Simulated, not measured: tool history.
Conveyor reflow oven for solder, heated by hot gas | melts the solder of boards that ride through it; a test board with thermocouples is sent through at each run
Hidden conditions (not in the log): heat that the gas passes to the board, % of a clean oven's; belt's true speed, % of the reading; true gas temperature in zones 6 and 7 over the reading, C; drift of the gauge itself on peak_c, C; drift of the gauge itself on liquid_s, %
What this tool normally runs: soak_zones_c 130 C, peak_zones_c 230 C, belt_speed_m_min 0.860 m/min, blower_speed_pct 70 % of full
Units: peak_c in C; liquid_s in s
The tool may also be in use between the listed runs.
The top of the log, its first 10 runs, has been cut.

| run | hour | soak_zones_c | peak_zones_c | belt_speed_m_min | blower_speed_pct | hours of work since the flux was cleaned out | hours of work since the belt drive was overhauled | hours of work since the thermocouples were changed | peak_c | liquid_s |
|---|---|---|---|---|---|---|---|---|---|---|
|  | 165.5 | flux residue cleaned out of gas plates and filters, once more |
| 11 | 176.1 | 132 | 230 | 0.860 | 70 | 7 | 736 | 582 | 211.4 | 37.1 |
| 12 | 186.7 | 130 | 230 | 0.860 | 70 | 15 | 743 | 590 | 211.4 | 36.4 |
| 13 | 206.1 | 130 | 230 | 0.860 | 70 | 29 | 757 | 603 | 211.6 | 36.0 |
| 14 | 225.2 | 130 | 230 | 0.860 | 70 | 42 | 770 | 617 | 211.0 | 36.8 |
| 15 | 236.1 | 130 | 230 | 0.860 | 70 | 50 | 778 | 624 | 210.5 | 36.2 |
| 16 | 257.9 | 130 | 230 | 0.860 | 70 | 65 | 793 | 640 | 210.7 | 35.7 |
| 17 | 277.1 | 130 | 230 | 0.860 | 52 | 79 | 807 | 653 | 205.0 | 29.6 |
| 18 | 291.7 | 130 | 230 | 0.860 | 52 | 89 | 817 | 664 | 204.4 | 29.6 |
| 19 | 309.4 | 124 | 230 | 0.971 | 52 | 101 | 830 | 676 | 197.0 | 18.3 |
| 20 | 321.0 | 138 | 234 | 0.711 | 62 | 110 | 838 | 684 | 219.2 | 53.1 |
| 21 | 336.4 | 120 | 221 | 0.869 | 54 | 121 | 849 | 695 | 194.5 | 17.5 |
| 22 | 348.7 | 120 | 221 | 0.869 | 54 | 129 | 858 | 704 | 194.3 | 17.2 |
| 23 | 362.4 | 130 | 230 | 0.730 | 85 | 139 | 867 | 714 | 217.9 | 50.0 |
| 24 | 374.1 | 130 | 230 | 0.730 | 85 | 147 | 875 | 722 | 217.3 | 49.5 |
| 25 | 395.8 | 125 | 242 | 1.012 | 50 | 162 | 891 | 737 | 203.0 | 22.1 |
| 26 | 410.2 | 130 | 230 | 0.770 | 70 | 173 | 901 | 747 | 212.5 | 42.7 |
| 27 | 423.9 | 118 | 230 | 0.696 | 70 | 182 | 911 | 757 | 213.9 | 45.3 |
| 28 | 445.1 | 130 | 230 | 0.860 | 62 | 197 | 925 | 772 | 206.4 | 32.4 |
|  | 451.4 | flux residue cleaned out of gas plates and filters |
| 29 | 465.9 | 130 | 238 | 0.860 | 88 | 10 | 937 | 783 | 222.4 | 44.0 |
| 30 | 486.3 | 130 | 238 | 0.860 | 88 | 25 | 951 | 797 | 222.2 | 43.3 |
| 31 | 507.3 | 130 | 238 | 0.919 | 51 | 39 | 966 | 812 | 207.5 | 30.1 |

Alternative continuations, all from the tool just after run 31; predict every row:
| A | 524.3 | 142 | 238 | 0.888 | 83 | 51 | 978 | 824 | ? | ? |
| B | 524.3 | 141 | 221 | 0.753 | 51 | 51 | 978 | 824 | ? | ? |
| C | 524.3 | 130 | 233 | 0.860 | 63 | 51 | 978 | 824 | ? | ? |
| D | 524.3 | 128 | 230 | 0.860 | 70 | 51 | 978 | 824 | ? | ? |

| run | peak_c | liquid_s |
|---|---|---|
| A | 221.2 | 44.4 |
| B | 203.7 | 37.6 |
| C | 211.3 | 35.9 |
| D | 210.1 | 35.2 |
With no hidden state in the tool, these same runs would have given:
| run | peak_c | liquid_s |
|---|---|---|
| A | 223.0 | 44.6 |
| B | 205.2 | 38.5 |
| C | 213.0 | 36.5 |
| D | 211.8 | 36.0 |
